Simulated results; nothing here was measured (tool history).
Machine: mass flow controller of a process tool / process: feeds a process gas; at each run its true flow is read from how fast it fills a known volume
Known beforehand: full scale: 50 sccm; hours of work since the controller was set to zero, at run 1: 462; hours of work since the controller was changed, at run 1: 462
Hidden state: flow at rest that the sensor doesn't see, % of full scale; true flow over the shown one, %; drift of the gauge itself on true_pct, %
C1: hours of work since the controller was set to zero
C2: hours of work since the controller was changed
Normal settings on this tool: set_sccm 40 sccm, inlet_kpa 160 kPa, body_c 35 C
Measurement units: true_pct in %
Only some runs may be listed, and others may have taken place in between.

{"run": 1, "hour": 0.0, "set_sccm": 40, "inlet_kpa": 160, "body_c": 35, "C1": 462, "C2": 462, "true_pct": 100.95}
{"run": 2, "hour": 74.6, "set_sccm": 8, "inlet_kpa": 160, "body_c": 35, "C1": 517, "C2": 517, "true_pct": 100.47}
{"run": 3, "hour": 126.5, "set_sccm": 8, "inlet_kpa": 160, "body_c": 35, "C1": 554, "C2": 554, "true_pct": 100.43}
{"run": 4, "hour": 195.9, "set_sccm": 8, "inlet_kpa": 160, "body_c": 35, "C1": 605, "C2": 605, "true_pct": 100.34}
{"run": 5, "hour": 288.6, "set_sccm": 8, "inlet_kpa": 160, "body_c": 35, "C1": 672, "C2": 672, "true_pct": 100.38}
{"run": 6, "hour": 346.4, "set_sccm": 8, "inlet_kpa": 160, "body_c": 35, "C1": 714, "C2": 714, "true_pct": 100.26}
{"run": 7, "hour": 396.3, "set_sccm": 40, "inlet_kpa": 174, "body_c": 35, "C1": 751, "C2": 751, "true_pct": 100.68}
{"run": 8, "hour": 436.9, "set_sccm": 40, "inlet_kpa": 197, "body_c": 35, "C1": 780, "C2": 780, "true_pct": 100.61}
{"run": 9, "hour": 500.4, "set_sccm": 40, "inlet_kpa": 197, "body_c": 35, "C1": 826, "C2": 826, "true_pct": 100.41}
{"run": 10, "hour": 562.3, "set_sccm": 40, "inlet_kpa": 197, "body_c": 35, "C1": 871, "C2": 871, "true_pct": 100.28}
{"run": 11, "hour": 620.1, "set_sccm": 40, "inlet_kpa": 197, "body_c": 35, "C1": 913, "C2": 913, "true_pct": 100.33}
{"run": 12, "hour": 673.8, "set_sccm": 40, "inlet_kpa": 197, "body_c": 35, "C1": 952, "C2": 952, "true_pct": 100.37}
{"run": 13, "hour": 758.2, "set_sccm": 40, "inlet_kpa": 160, "body_c": 35, "C1": 1014, "C2": 1014, "true_pct": 100.32}
{"run": 14, "hour": 843.2, "set_sccm": 13, "inlet_kpa": 160, "body_c": 36, "C1": 1076, "C2": 1076, "true_pct": 99.87}
{"run": 15, "hour": 882.9, "set_sccm": 13, "inlet_kpa": 160, "body_c": 36, "C1": 1104, "C2": 1104, "true_pct": 99.91}
{"run": 16, "hour": 950.9, "set_sccm": 7, "inlet_kpa": 151, "body_c": 21, "C1": 1154, "C2": 1154, "true_pct": 98.4}
{"run": 17, "hour": 991.0, "set_sccm": 7, "inlet_kpa": 151, "body_c": 21, "C1": 1183, "C2": 1183, "true_pct": 98.22}
{"run": 18, "hour": 1050.0, "set_sccm": 37, "inlet_kpa": 160, "body_c": 23, "C1": 1226, "C2": 1226, "true_pct": 98.86}
{"run": 19, "hour": 1100.4, "set_sccm": 19, "inlet_kpa": 208, "body_c": 24, "C1": 1263, "C2": 1263, "true_pct": 98.46}
{"run": 20, "hour": 1185.5, "set_sccm": 19, "inlet_kpa": 208, "body_c": 24, "C1": 1325, "C2": 1325, "true_pct": 98.37}
{"run": 21, "hour": 1255.5, "set_sccm": 10, "inlet_kpa": 160, "body_c": 35, "C1": 1375, "C2": 1375, "true_pct": 99.49}
{"run": 22, "hour": 1323.9, "set_sccm": 12, "inlet_kpa": 272, "body_c": 35, "C1": 1425, "C2": 1425, "true_pct": 98.99}
{"run": 23, "hour": 1367.9, "set_sccm": 12, "inlet_kpa": 272, "body_c": 35, "C1": 1457, "C2": 1457, "true_pct": 98.96}
{"run": 24, "hour": 1419.6, "set_sccm": 40, "inlet_kpa": 147, "body_c": 35, "C1": 1495, "C2": 1495, "true_pct": 99.68}
{"run": 25, "hour": 1467.1, "set_sccm": 23, "inlet_kpa": 144, "body_c": 28, "C1": 1529, "C2": 1529, "true_pct": 98.75}

Consider 4 possible next runs. They are alternatives, not a sequence: every one starts from the tool as it was left by run 25. What does each give?
{"run": "A", "hour": 1560.5, "set_sccm": 12, "inlet_kpa": 160, "body_c": 38, "C1": 1597, "C2": 1597, "true_pct": "?"}
{"run": "B", "hour": 1560.5, "set_sccm": 40, "inlet_kpa": 209, "body_c": 35, "C1": 1597, "C2": 1597, "true_pct": "?"}
{"run": "C", "hour": 1560.5, "set_sccm": 7, "inlet_kpa": 233, "body_c": 28, "C1": 1597, "C2": 1597, "true_pct": "?"}
{"run": "D", "hour": 1560.5, "set_sccm": 29, "inlet_kpa": 244, "body_c": 30, "C1": 1597, "C2": 1597, "true_pct": "?"}

run=A true_pct=99.42
run=B true_pct=99.28
run=C true_pct=98.05
run=D true_pct=98.64
Without the tool's hidden state the same runs would have given:
run=A true_pct=100.85
run=B true_pct=100.7
run=C true_pct=99.46
run=D true_pct=100.05
